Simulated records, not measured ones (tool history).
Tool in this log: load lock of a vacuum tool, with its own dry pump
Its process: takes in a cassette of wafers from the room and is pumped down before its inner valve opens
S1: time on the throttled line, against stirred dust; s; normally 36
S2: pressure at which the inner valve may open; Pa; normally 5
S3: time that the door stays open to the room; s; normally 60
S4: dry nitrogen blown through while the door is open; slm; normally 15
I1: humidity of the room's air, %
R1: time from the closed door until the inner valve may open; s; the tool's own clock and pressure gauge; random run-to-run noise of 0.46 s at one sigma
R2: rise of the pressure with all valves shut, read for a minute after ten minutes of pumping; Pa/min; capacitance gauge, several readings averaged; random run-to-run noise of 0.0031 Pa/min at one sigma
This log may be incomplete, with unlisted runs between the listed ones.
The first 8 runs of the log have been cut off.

{"run": 9, "hour": 875.4, "S1": 36, "S2": 5, "S3": 60, "S4": 15, "I1": 44.8, "R1": 60.6, "R2": 0.071}
{"run": 10, "hour": 985.2, "S1": 36, "S2": 5, "S3": 60, "S4": 15, "I1": 41.4, "R1": 60.9, "R2": 0.063}
{"run": 11, "hour": 1079.5, "S1": 36, "S2": 5, "S3": 60, "S4": 15, "I1": 45.2, "R1": 60.5, "R2": 0.071}
{"run": 12, "hour": 1218.2, "S1": 36, "S2": 5, "S3": 60, "S4": 15, "I1": 43.4, "R1": 59.6, "R2": 0.067}
{"run": 13, "hour": 1286.9, "S1": 36, "S2": 5, "S3": 60, "S4": 15, "I1": 42.2, "R1": 60, "R2": 0.069}
{"run": 14, "hour": 1356.1, "S1": 36, "S2": 5, "S3": 60, "S4": 13, "I1": 44.5, "R1": 61.5, "R2": 0.07}
{"run": 15, "hour": 1434.2, "S1": 36, "S2": 5, "S3": 60, "S4": 13, "I1": 43, "R1": 59.6, "R2": 0.07}
{"run": 16, "hour": 1505.9, "S1": 36, "S2": 5, "S3": 59, "S4": 15, "I1": 45.8, "R1": 60.4, "R2": 0.078}
{"run": 17, "hour": 1627.8, "S1": 50, "S2": 5, "S3": 60, "S4": 15, "I1": 45, "R1": 71.5, "R2": 0.067}
{"run": 18, "hour": 1762.9, "S1": 36, "S2": 5, "S3": 60, "S4": 15, "I1": 42.8, "R1": 60.7, "R2": 0.072}
{"run": 19, "hour": 1855.6, "S1": 36, "S2": 5, "S3": 60, "S4": 15, "I1": 43.6, "R1": 60.8, "R2": 0.069}
{"run": 20, "hour": 1953.1, "S1": 46, "S2": 6, "S3": 60, "S4": 15, "I1": 44.6, "R1": 68, "R2": 0.078}
{"run": 21, "hour": 2058.6, "S1": 46, "S2": 6, "S3": 35, "S4": 27, "I1": 45.3, "R1": 68.2, "R2": 0.054}
{"run": 22, "hour": 2124.2, "S1": 46, "S2": 6, "S3": 173, "S4": 26, "I1": 42.6, "R1": 68.8, "R2": 0.085}
{"run": 23, "hour": 2235.0, "S1": 46, "S2": 6, "S3": 173, "S4": 5, "I1": 46.2, "R1": 69.5, "R2": 0.119}
{"run": 24, "hour": 2318.3, "S1": 46, "S2": 6, "S3": 38, "S4": 5, "I1": 42.5, "R1": 68.1, "R2": 0.082}
{"run": 25, "hour": 2394.6, "S1": 34, "S2": 8, "S3": 60, "S4": 43, "I1": 50.3, "R1": 57.3, "R2": 0.061}
{"run": 26, "hour": 2455.8, "S1": 34, "S2": 8, "S3": 60, "S4": 43, "I1": 42.4, "R1": 57.4, "R2": 0.059}
{"run": 27, "hour": 2580.6, "S1": 21, "S2": 7, "S3": 211, "S4": 6, "I1": 42.3, "R1": 47.2, "R2": 0.122}

Run 28 comes next. What will it give?
{"run": 28, "hour": 2680.9, "S1": 22, "S2": 5, "S3": 60, "S4": 15, "I1": 47.2, "R1": "?", "R2": "?"}

{"run 28": {"R1": 49.5, "R2": 0.086}}
Were there no unlogged condition in the tool, this run, its random variation unchanged, would have produced R1 47.4 s, R2 0.063 Pa/min.
